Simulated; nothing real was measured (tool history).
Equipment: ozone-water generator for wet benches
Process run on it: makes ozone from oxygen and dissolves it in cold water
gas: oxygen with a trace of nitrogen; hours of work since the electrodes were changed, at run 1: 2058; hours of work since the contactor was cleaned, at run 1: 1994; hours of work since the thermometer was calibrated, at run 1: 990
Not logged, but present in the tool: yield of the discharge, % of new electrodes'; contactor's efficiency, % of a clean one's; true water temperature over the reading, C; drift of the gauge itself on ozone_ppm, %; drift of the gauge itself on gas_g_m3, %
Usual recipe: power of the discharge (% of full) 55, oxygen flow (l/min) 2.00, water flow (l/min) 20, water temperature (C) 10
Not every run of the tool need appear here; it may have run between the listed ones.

run,day,power of the discharge (% of full),oxygen flow (l/min),water flow (l/min),water temperature (C),hours of work since the electrodes were changed,hours of work since the contactor was cleaned,hours of work since the thermometer was calibrated,dissolved ozone (ppm),ozone in the gas ahead of the water (g/m3)
1,0.000,55,2.00,20,10,2058,1994,990,10.1,179.7
2,3.412,55,2.00,20,10,2117,2053,1049,10.0,177.8
3,6.221,55,2.00,20,10,2165,2101,1097,10.2,178.8
4,9.638,55,2.00,20,10,2224,2160,1156,10.2,178.3
5,12.025,55,2.00,20,10,2265,2201,1197,10.4,177.0
6,14.404,55,2.00,20,7,2306,2242,1238,10.2,177.5
7,15.867,55,2.00,20,10,2331,2267,1263,10.2,177.0
8,17.462,55,2.51,20,10,2359,2295,1291,11.1,163.5
9,19.617,55,2.51,20,10,2396,2332,1328,11.2,165.0
10,21.675,55,2.00,28,10,2431,2367,1363,6.7,175.2
11,23.238,55,2.00,28,10,2458,2394,1390,6.4,176.9
12,26.267,55,2.53,20,8,2510,2446,1442,11.1,160.6
13,28.875,55,2.53,20,8,2555,2491,1487,11.4,162.4
14,30.729,78,1.40,21,5,2587,2523,1519,10.4,254.5
15,32.700,55,2.00,20,11,2621,2557,1552,10.0,176.3
16,35.329,55,1.24,22,10,2666,2602,1598,7.3,206.6
17,37.654,55,1.24,22,10,2706,2642,1638,7.1,207.4
18,39.375,68,3.09,18,10,2735,2671,1667,15.4,173.6
19,41.458,68,1.51,15,10,2771,2707,1703,14.0,223.5
20,44.804,68,1.51,15,10,2829,2765,1760,14.1,224.3
21,47.017,55,2.85,21,10,2867,2803,1799,10.7,153.3
22,49.404,55,2.85,21,10,2908,2844,1840,10.9,154.4

Subtracting, for every run, the result it would have given without the tool's unlogged condition from the measured result gives the following. The same run-to-run variation enters both numbers; the gauge's scatter may not:
run,dissolved ozone (ppm),ozone in the gas ahead of the water (g/m3)
1,-0.8,-8.0
2,-0.8,-8.3
3,-0.8,-8.6
4,-0.8,-8.8
5,-0.8,-8.9
6,-0.9,-9.1
7,-0.9,-9.3
8,-1.0,-8.7
9,-1.0,-8.9
10,-0.6,-9.7
11,-0.7,-9.9
12,-1.0,-9.2
13,-1.1,-9.5
14,-1.3,-20.0
15,-1.0,-10.6
16,-0.8,-12.7
17,-0.7,-12.9
18,-1.8,-13.2
19,-1.6,-17.1
20,-1.6,-17.6
21,-1.2,-10.3
22,-1.3,-10.5
